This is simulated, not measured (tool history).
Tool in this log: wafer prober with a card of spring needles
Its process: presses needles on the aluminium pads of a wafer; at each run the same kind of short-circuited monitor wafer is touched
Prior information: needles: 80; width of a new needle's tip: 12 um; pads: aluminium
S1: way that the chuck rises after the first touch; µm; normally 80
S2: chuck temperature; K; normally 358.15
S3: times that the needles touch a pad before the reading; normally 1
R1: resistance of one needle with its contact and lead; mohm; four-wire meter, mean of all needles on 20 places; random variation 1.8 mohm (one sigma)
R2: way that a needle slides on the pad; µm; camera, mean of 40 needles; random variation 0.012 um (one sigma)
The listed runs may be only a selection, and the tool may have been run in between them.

run 1 day=0.000 | S1=80 S2=358.15 S3=1 | R1=200 R2=12.02
-- day=1.429 tips cleaned on abrasive film
run 2 day=1.917 | S1=71 S2=358.15 S3=1 | R1=224 R2=10.63
-- day=3.025 tips cleaned on abrasive film
run 3 day=4.242 | S1=84 S2=358.15 S3=1 | R1=223 R2=12.59
-- day=4.538 tips cleaned on abrasive film
-- day=6.162 tips cleaned on abrasive film
run 4 day=6.925 | S1=80 S2=358.15 S3=1 | R1=221 R2=11.95
-- day=7.708 tips cleaned on abrasive film
-- day=9.283 tips cleaned on abrasive film
run 5 day=9.312 | S1=80 S2=358.15 S3=1 | R1=192 R2=11.91
-- day=10.442 height of the first contact set anew
-- day=10.788 tips cleaned on abrasive film
run 6 day=11.429 | S1=80 S2=326.15 S3=1 | R1=216 R2=12.08
-- day=12.338 tips cleaned on abrasive film
run 7 day=13.217 | S1=80 S2=326.15 S3=1 | R1=220 R2=12.08
-- day=13.938 tips cleaned on abrasive film
run 8 day=15.025 | S1=80 S2=326.15 S3=1 | R1=220 R2=12.04
-- day=15.475 tips cleaned on abrasive film
-- day=17.021 tips cleaned on abrasive film
run 9 day=17.758 | S1=80 S2=326.15 S3=1 | R1=219 R2=12.03
-- day=18.579 tips cleaned on abrasive film
-- day=20.150 tips cleaned on abrasive film
run 10 day=20.329 | S1=80 S2=326.15 S3=1 | R1=199 R2=11.99
-- day=21.688 tips cleaned on abrasive film
run 11 day=22.958 | S1=80 S2=358.15 S3=2 | R1=212 R2=11.96
-- day=23.288 tips cleaned on abrasive film
run 12 day=24.179 | S1=64 S2=358.15 S3=1 | R1=248 R2=9.52
-- day=24.812 tips cleaned on abrasive film
-- day=26.300 tips cleaned on abrasive film
run 13 day=26.608 | S1=80 S2=363.15 S3=1 | R1=207 R2=11.90
-- day=27.779 tips cleaned on abrasive film
-- day=28.046 height of the first contact set anew
run 14 day=29.133 | S1=80 S2=363.15 S3=1 | R1=229 R2=12.12
-- day=29.350 tips cleaned on abrasive film
-- day=30.896 tips cleaned on abrasive film
run 15 day=31.575 | S1=80 S2=358.15 S3=1 | R1=220 R2=12.08
-- day=32.425 tips cleaned on abrasive film
run 16 day=33.317 | S1=80 S2=358.15 S3=1 | R1=222 R2=12.05
-- day=33.917 tips cleaned on abrasive film
-- day=35.538 tips cleaned on abrasive film
run 17 day=36.000 | S1=80 S2=365.15 S3=1 | R1=214 R2=12.02
-- day=37.162 tips cleaned on abrasive film
run 18 day=38.488 | S1=74 S2=333.15 S3=1 | R1=238 R2=11.09
-- day=38.658 tips cleaned on abrasive film
-- day=40.183 tips cleaned on abrasive film
run 19 day=41.200 | S1=82 S2=333.15 S3=1 | R1=221 R2=12.25
-- day=41.888 tips cleaned on abrasive film
run 20 day=42.671 | S1=80 S2=358.15 S3=1 | R1=228 R2=11.93
-- day=43.408 tips cleaned on abrasive film
run 21 day=43.879 | S1=61 S2=306.15 S3=1 | R1=239 R2=9.04
-- day=45.058 tips cleaned on abrasive film
run 22 day=45.142 | S1=72 S2=358.15 S3=1 | R1=202 R2=10.68
-- day=45.821 height of the first contact set anew
-- day=46.558 tips cleaned on abrasive film
run 23 day=47.683 | S1=64 S2=345.15 S3=1 | R1=253 R2=9.67
-- day=48.133 tips cleaned on abrasive film
run 24 day=48.912 | S1=80 S2=358.15 S3=2 | R1=212 R2=12.08
-- day=49.746 tips cleaned on abrasive film
run 25 day=50.425 | S1=80 S2=358.15 S3=2 | R1=214 R2=12.03
-- day=51.362 tips cleaned on abrasive film
-- day=52.867 tips cleaned on abrasive film
run 26 day=53.050 | S1=61 S2=303.15 S3=1 | R1=209 R2=9.15
-- day=54.446 tips cleaned on abrasive film
run 27 day=54.738 | S1=93 S2=303.15 S3=1 | R1=199 R2=13.98
run 28 day=55.912 | S1=93 S2=303.15 S3=1 | R1=210 R2=14.00
-- day=56.050 tips cleaned on abrasive film
-- day=57.571 tips cleaned on abrasive film
run 29 day=57.862 | S1=93 S2=299.15 S3=1 | R1=194 R2=13.92
-- day=59.117 tips cleaned on abrasive film
run 30 day=59.238 | S1=71 S2=338.15 S3=2 | R1=195 R2=10.60
run 31 day=60.421 | S1=61 S2=300.15 S3=2 | R1=226 R2=9.09

Consider 4 possible next runs. They are alternatives, not a sequence: every one starts from the tool as it was left by run 31. What does each give?
-- day=60.625 tips cleaned on abrasive film
-- day=62.104 tips cleaned on abrasive film
run A day=62.325 | S1=80 S2=354.15 S3=3 | R1=? R2=?
-- day=60.625 tips cleaned on abrasive film
-- day=62.104 tips cleaned on abrasive film
run B day=62.325 | S1=62 S2=358.15 S3=1 | R1=? R2=?
-- day=60.625 tips cleaned on abrasive film
-- day=62.104 tips cleaned on abrasive film
run C day=62.325 | S1=61 S2=386.15 S3=2 | R1=? R2=?
-- day=60.625 tips cleaned on abrasive film
-- day=62.104 tips cleaned on abrasive film
run D day=62.325 | S1=66 S2=388.15 S3=1 | R1=? R2=?

run=A R1=197 R2=11.90
run=B R1=232 R2=9.17
run=C R1=221 R2=9.04
run=D R1=230 R2=9.79
Without the tool's hidden state the same runs would have given:
run=A R1=184 R2=12.10
run=B R1=183 R2=9.38
run=C R1=190 R2=9.25
run=D R1=189 R2=9.99

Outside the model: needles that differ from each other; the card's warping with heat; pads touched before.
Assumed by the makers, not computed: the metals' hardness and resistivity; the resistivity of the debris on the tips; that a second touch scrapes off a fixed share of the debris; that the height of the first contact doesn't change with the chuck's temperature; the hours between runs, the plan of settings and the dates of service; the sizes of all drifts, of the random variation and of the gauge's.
